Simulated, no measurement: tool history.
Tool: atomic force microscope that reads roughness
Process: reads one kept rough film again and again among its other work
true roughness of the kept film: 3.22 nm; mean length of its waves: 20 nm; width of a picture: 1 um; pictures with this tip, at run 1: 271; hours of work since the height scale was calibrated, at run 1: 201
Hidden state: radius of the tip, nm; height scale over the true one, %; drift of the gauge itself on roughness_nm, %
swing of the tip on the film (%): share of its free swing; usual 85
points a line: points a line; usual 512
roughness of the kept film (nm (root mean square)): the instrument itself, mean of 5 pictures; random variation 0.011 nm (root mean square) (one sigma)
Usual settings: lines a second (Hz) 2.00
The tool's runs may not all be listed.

run   hour  lines a second (Hz)  swing of the tip on the film (%)  points a line  pictures with this tip  hours of work since the height scale was calibrated  roughness of the kept film (nm (root mean square))
  1    0.0                 2.00                                85            512                     271                                                  201                                               2.549
  2   15.0                 2.00                                85            512                     290                                                  208                                               2.549
  3   24.1                 2.00                                85            512                     302                                                  212                                               2.552
  4   33.8                 2.00                                85            512                     314                                                  217                                               2.548
  5   48.8                 2.00                                85            512                     332                                                  224                                               2.535
  6   67.5                 2.00                                85            321                     356                                                  233                                               2.507
      71.5  -- new tip fitted
  7   85.7                 2.00                                78            512                      18                                                  241                                               2.613
  8  104.3                 2.00                                78            512                      41                                                  250                                               2.625
  9  112.1                 1.24                                85            512                      51                                                  254                                               2.643
 10  125.0                 1.24                                85            512                      67                                                  260                                               2.635
 11  135.9                 2.00                                85            512                      81                                                  265                                               2.558
 12  150.8                 2.00                                85            512                      99                                                  272                                               2.545
 13  163.6                 2.00                                85            512                     115                                                  278                                               2.541
 14  182.1                 2.00                                85            481                     139                                                  287                                               2.556
 15  195.2                 2.00                                85            481                     155                                                  293                                               2.550
 16  208.6                 2.00                                85            481                     172                                                  299                                               2.551
 17  225.4                 2.00                                85            481                     193                                                  307                                               2.548
 18  241.4                 2.00                                85            481                     213                                                  314                                               2.557
 19  249.8                 1.05                                85            512                     223                                                  318                                               2.653
 20  259.2                 1.05                                85            275                     235                                                  323                                               2.579
 21  270.6                 1.05                                85            275                     249                                                  328                                               2.595
 22  285.6                 1.05                                85            275                     268                                                  335                                               2.570
 23  302.5                 0.83                                62            367                     289                                                  343                                               2.685
 24  315.6                 2.77                                86            466                     305                                                  349                                               2.449
 25  326.4                 2.77                                86            466                     319                                                  355                                               2.451
 26  335.8                 1.41                                85            366                     331                                                  359                                               2.589
 27  350.2                 3.31                                85            752                     349                                                  366                                               2.443
     359.4  -- new tip fitted
 28  366.9                 2.82                                85            270                       9                                                  373                                               2.433
 29  375.0                 2.00                                78            557                      19                                                  377                                               2.612
 30  390.8                 2.00                                78            557                      39                                                  385                                               2.584
 31  403.1                 1.29                                69            779                      54                                                  390                                               2.696
 32  413.8                 1.29                                69            779                      68                                                  395                                               2.712
 33  431.7                 0.91                                85            562                      90                                                  404                                               2.671
 34  450.3                 2.21                                64            311                     113                                                  413                                               2.636
 35  458.1                 2.21                                64            311                     123                                                  416                                               2.630
 36  471.4                 3.13                                85            269                     140                                                  423                                               2.395
 37  482.0                 3.13                                85            269                     153                                                  428                                               2.405
 38  495.5                 3.13                                85            269                     170                                                  434                                               2.401
 39  509.4                 3.13                                85            269                     187                                                  440                                               2.400
 40  519.1                 3.23                                79            619                     199                                                  445                                               2.543
 41  535.4                 3.23                                79            619                     220                                                  453                                               2.526
 42  546.2                 2.00                                85            277                     233                                                  458                                               2.493

Forecast each of these 5 alternatives for the next run:
  A  561.8                 1.07                                63            682                     253                                                  465                                                   ?
  B  561.8                 0.70                                85            277                     253                                                  465                                                   ?
  C  561.8                 0.76                                59            545                     253                                                  465                                                   ?
  D  561.8                 1.18                                85            285                     253                                                  465                                                   ?
  E  561.8                 2.00                                68            371                     253                                                  465                                                   ?

run  roughness of the kept film (nm (root mean square))
  A                                               2.744
  B                                               2.619
  C                                               2.707
  D                                               2.570
  E                                               2.651
Without the tool's hidden state the same runs would have given:
run  roughness of the kept film (nm (root mean square))
  A                                               2.754
  B                                               2.628
  C                                               2.716
  D                                               2.579
  E                                               2.660

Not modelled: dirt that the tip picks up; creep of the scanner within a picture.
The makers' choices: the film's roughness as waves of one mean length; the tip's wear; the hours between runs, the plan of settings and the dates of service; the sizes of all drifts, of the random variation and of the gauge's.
